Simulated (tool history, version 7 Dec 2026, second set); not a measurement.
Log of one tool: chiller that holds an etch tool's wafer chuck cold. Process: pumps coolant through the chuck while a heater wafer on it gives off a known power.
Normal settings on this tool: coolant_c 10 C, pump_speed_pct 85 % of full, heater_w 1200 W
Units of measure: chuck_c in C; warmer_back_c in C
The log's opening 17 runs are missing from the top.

Run 18, hour 652.6: usual settings but pump_speed_pct 63 % of full. Result: chuck_c 21 C, warmer_back_c 3.69 C.
Run 19, hour 684.6: usual settings but pump_speed_pct 63 % of full. Result: chuck_c 21.3 C, warmer_back_c 3.67 C.
Run 20, hour 712.1: usual settings but coolant_c 6 C, pump_speed_pct 75 % of full, heater_w 1504 W. Result: chuck_c 17.8 C, warmer_back_c 3.8 C.
Run 21, hour 751.3: usual settings but coolant_c 6 C, pump_speed_pct 80 % of full, heater_w 1504 W. Result: chuck_c 17.1 C, warmer_back_c 3.59 C.
Run 22, hour 804.5: usual settings but coolant_c 19 C, pump_speed_pct 80 % of full, heater_w 944 W. Result: chuck_c 26.2 C, warmer_back_c 2.27 C.
Run 23, hour 854.3: usual settings but coolant_c 4 C, pump_speed_pct 72 % of full. Result: chuck_c 14 C, warmer_back_c 3.21 C.
Run 24, hour 908: usual settings but coolant_c 0 C, heater_w 843 W. Result: chuck_c 6 C, warmer_back_c 1.87 C.
Run 25, hour 940.2: usual settings but coolant_c 5 C, heater_w 1767 W. Result: chuck_c 17.4 C, warmer_back_c 3.96 C.
Run 26, hour 992: usual settings but coolant_c 5 C, pump_speed_pct 84 % of full, heater_w 714 W. Result: chuck_c 10.4 C, warmer_back_c 1.6 C.
Run 27, hour 1035.7: usual settings but coolant_c 18 C, pump_speed_pct 89 % of full, heater_w 925 W. Result: chuck_c 24.5 C, warmer_back_c 1.96 C.
Run 28, hour 1076.5: usual settings but coolant_c 18 C, pump_speed_pct 89 % of full, heater_w 925 W. Result: chuck_c 24.7 C, warmer_back_c 1.95 C.
Run 29, hour 1110.2: usual settings but coolant_c 18 C, pump_speed_pct 89 % of full, heater_w 925 W. Result: chuck_c 24.5 C, warmer_back_c 1.95 C.
Run 30, hour 1156.1: usual settings but coolant_c 7 C, pump_speed_pct 97 % of full, heater_w 1670 W. Result: chuck_c 17.3 C, warmer_back_c 3.24 C.
Run 31, hour 1203.4: usual settings but coolant_c 9 C, pump_speed_pct 65 % of full, heater_w 1122 W. Result: chuck_c 19.3 C, warmer_back_c 3.34 C.
Run 32, hour 1251.5: usual settings but pump_speed_pct 62 % of full, heater_w 1336 W. Result: chuck_c 22.8 C, warmer_back_c 4.19 C.

Consider 4 possible next runs. They are alternatives, not a sequence: every one starts from the tool as it was left by run 32. What does each give?
Run A, hour 1303.7: usual settings but coolant_c 16 C, pump_speed_pct 68 % of full, heater_w 623 W. Result: chuck_c ?, warmer_back_c ?.
Run B, hour 1303.7: usual settings but heater_w 1689 W. Result: chuck_c ?, warmer_back_c ?.
Run C, hour 1303.7: usual settings but coolant_c 14 C, pump_speed_pct 62 % of full, heater_w 1336 W. Result: chuck_c ?, warmer_back_c ?.
Run D, hour 1303.7: usual settings but coolant_c 15 C, heater_w 1564 W. Result: chuck_c ?, warmer_back_c ?.

run  chuck_c  warmer_back_c
  A     21.9           1.78
  B     21.9           3.77
  C     26.7           4.19
  D     26.1            3.5
Without the tool's unlogged condition, the same runs would have read:
run  chuck_c  warmer_back_c
  A     20.9           1.75
  B     20.4            3.7
  C     25.1           4.11
  D     24.7           3.43
